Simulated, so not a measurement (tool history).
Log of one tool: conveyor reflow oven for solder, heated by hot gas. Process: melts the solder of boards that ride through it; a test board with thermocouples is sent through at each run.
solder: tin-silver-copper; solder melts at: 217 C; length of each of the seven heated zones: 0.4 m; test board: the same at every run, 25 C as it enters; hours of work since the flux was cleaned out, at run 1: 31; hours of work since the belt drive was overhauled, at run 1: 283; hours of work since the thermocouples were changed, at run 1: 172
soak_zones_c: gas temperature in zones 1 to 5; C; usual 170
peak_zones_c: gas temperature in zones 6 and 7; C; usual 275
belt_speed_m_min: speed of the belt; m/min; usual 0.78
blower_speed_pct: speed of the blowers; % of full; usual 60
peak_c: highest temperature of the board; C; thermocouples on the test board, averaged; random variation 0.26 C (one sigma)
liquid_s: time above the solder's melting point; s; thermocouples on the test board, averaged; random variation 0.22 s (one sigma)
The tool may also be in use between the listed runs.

run	hour	soak_zones_c	peak_zones_c	belt_speed_m_min	blower_speed_pct	hours of work since the flux was cleaned out	hours of work since the belt drive was overhauled	hours of work since the thermocouples were changed	peak_c	liquid_s
1	0	170	275	0.78	60	31	283	172	249.1	41.8
2	37.1	170	275	0.78	60	58	310	199	249.1	41.6
3	72.7	157	275	0.78	60	83	336	225	245.9	35.5
4	96.9	157	275	0.78	60	101	353	242	246	36.1
5	129.4	157	278	0.78	60	125	377	266	247.6	37.3
6	178.5	170	264	0.78	60	160	413	301	239.8	34.2
7	210.7	170	264	0.78	60	184	436	325	239.3	33.7
8	244.4	170	264	0.78	60	208	460	349	239.9	33.7
9	273.2	170	289	0.911	60	229	481	370	250.4	34.9
10	309.7	157	269	0.675	60	255	508	397	245.7	42.3
11	337.6	170	289	0.78	87	276	528	417	269	53
12	371.3	170	289	0.78	87	300	552	441	268.4	52.8
# hour 416.9: flux residue cleaned out of gas plates and filters
13	421.3	157	275	0.678	60	3	585	474	253.7	49.2

Hidden state or all else? Some run-to-run changes of peak_c, split into what the settings, what came in and random variation would give without the hidden state, and what is left for the hidden state (with any gauge scatter that isn't in both results):
The hidden state here: heat that the gas passes to the board, % of a clean oven's; belt's true speed, % of the reading; true gas temperature in zones 6 and 7 over the reading, C; drift of the gauge itself on peak_c, C; drift of the gauge itself on liquid_s, %.
Run 10 -> 11: soak_zones_c 157 -> 170, peak_zones_c 269 -> 289, belt_speed_m_min 0.675 -> 0.78, blower_speed_pct 60 -> 87. peak_c +23.3 C: hidden state -1.3, all else +24.6.
Run 12 -> 13: soak_zones_c 170 -> 157, peak_zones_c 289 -> 275, belt_speed_m_min 0.78 -> 0.678, blower_speed_pct 87 -> 60, flux residue cleaned out of gas plates and filters. peak_c -14.7 C: hidden state +4.5, all else -19.2.
